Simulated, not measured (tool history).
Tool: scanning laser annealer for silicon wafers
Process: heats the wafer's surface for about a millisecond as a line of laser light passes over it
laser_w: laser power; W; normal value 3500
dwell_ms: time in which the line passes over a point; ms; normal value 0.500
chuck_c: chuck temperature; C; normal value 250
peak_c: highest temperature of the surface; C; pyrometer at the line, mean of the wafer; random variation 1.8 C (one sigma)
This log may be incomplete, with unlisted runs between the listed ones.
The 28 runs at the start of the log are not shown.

run    hour  laser_w  dwell_ms  chuck_c  peak_c
 29  1273.2     3500     0.362      250     882
 30  1325.5     3664     0.362      250     922
 31  1377.8     3664     0.362      250     922
 32  1436.2     3590     0.500      222     987
 33  1485.2     3590     0.487      281    1038
 34  1533.6     3136     0.487      267     905
 35  1582.4     3500     0.380      251     895
 36  1640.5     3820     0.479      251    1057
 37  1698.7     3820     0.479      251    1061
 38  1760.4     3816     0.479      267    1076
 39  1816.1     3816     0.479      267    1077
 40  1867.8     3235     0.359      238     808
 41  1910.2     2996     0.485      250     849

4 options for the next run, each taken on its own from the tool as it stands now. Forecast them:
     1924.9  -- window over the wafer cleaned
  A  1946.9     3186     0.485      227       ?
     1924.9  -- window over the wafer cleaned
  B  1946.9     3500     0.409      212       ?
     1924.9  -- window over the wafer cleaned
  C  1946.9     2996     0.452      274       ?
     1924.9  -- window over the wafer cleaned
  D  1946.9     2996     0.511      239       ?

run  peak_c
  A     878
  B     883
  C     854
  D     857
Take away the tool's hidden state, keep each run's random variation, and the runs would have read:
run  peak_c
  A     878
  B     883
  C     854
  D     857
